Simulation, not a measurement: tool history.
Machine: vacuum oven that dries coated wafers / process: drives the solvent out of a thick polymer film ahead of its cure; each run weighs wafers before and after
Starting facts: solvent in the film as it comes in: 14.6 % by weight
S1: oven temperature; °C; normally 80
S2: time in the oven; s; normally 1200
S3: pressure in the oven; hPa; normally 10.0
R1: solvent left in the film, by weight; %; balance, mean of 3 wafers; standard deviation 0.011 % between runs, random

run 1 day=0.000 | S1=80 S2=1200 S3=10.0 | R1=3.12
run 2 day=0.521 | S1=80 S2=1200 S3=10.0 | R1=3.11
run 3 day=1.083 | S1=80 S2=780 S3=10.0 | R1=4.89
run 4 day=2.292 | S1=80 S2=780 S3=10.0 | R1=4.88
run 5 day=2.988 | S1=80 S2=780 S3=10.0 | R1=4.90
run 6 day=3.929 | S1=80 S2=1200 S3=10.0 | R1=3.09
run 7 day=5.138 | S1=80 S2=1200 S3=10.0 | R1=3.10
run 8 day=6.271 | S1=68 S2=1200 S3=10.0 | R1=6.69
run 9 day=7.075 | S1=80 S2=1200 S3=36.0 | R1=4.07
run 10 day=8.029 | S1=80 S2=1200 S3=36.0 | R1=4.08
run 11 day=8.779 | S1=80 S2=1200 S3=10.0 | R1=3.08
run 12 day=9.746 | S1=83 S2=1200 S3=10.0 | R1=2.28
run 13 day=10.408 | S1=83 S2=1200 S3=10.0 | R1=2.30
-- day=10.562 oven's thermocouples calibrated
run 14 day=11.462 | S1=83 S2=1200 S3=10.0 | R1=2.65
run 15 day=12.338 | S1=73 S2=1200 S3=10.0 | R1=5.58
run 16 day=13.267 | S1=80 S2=1200 S3=10.0 | R1=3.47
run 17 day=14.221 | S1=80 S2=1200 S3=10.0 | R1=3.48
run 18 day=14.771 | S1=77 S2=1200 S3=10.0 | R1=4.37
run 19 day=15.471 | S1=77 S2=1200 S3=10.0 | R1=4.37
run 20 day=16.104 | S1=77 S2=1200 S3=10.0 | R1=4.36
run 21 day=17.062 | S1=77 S2=1200 S3=10.0 | R1=4.35
run 22 day=17.742 | S1=77 S2=1200 S3=10.0 | R1=4.33
run 23 day=18.683 | S1=84 S2=1200 S3=17.4 | R1=2.66
run 24 day=19.350 | S1=76 S2=1200 S3=10.0 | R1=4.64
run 25 day=19.879 | S1=76 S2=1200 S3=10.0 | R1=4.60
run 26 day=20.758 | S1=84 S2=1680 S3=15.7 | R1=1.63

What does the tool deliver on the next run?
run 27 day=21.429 | S1=70 S2=840 S3=35.7 | R1=?

{"run 27": {"R1": 8.71}}
Were there no unlogged condition in the tool, this run, its random variation unchanged, would have produced R1 8.59 %.
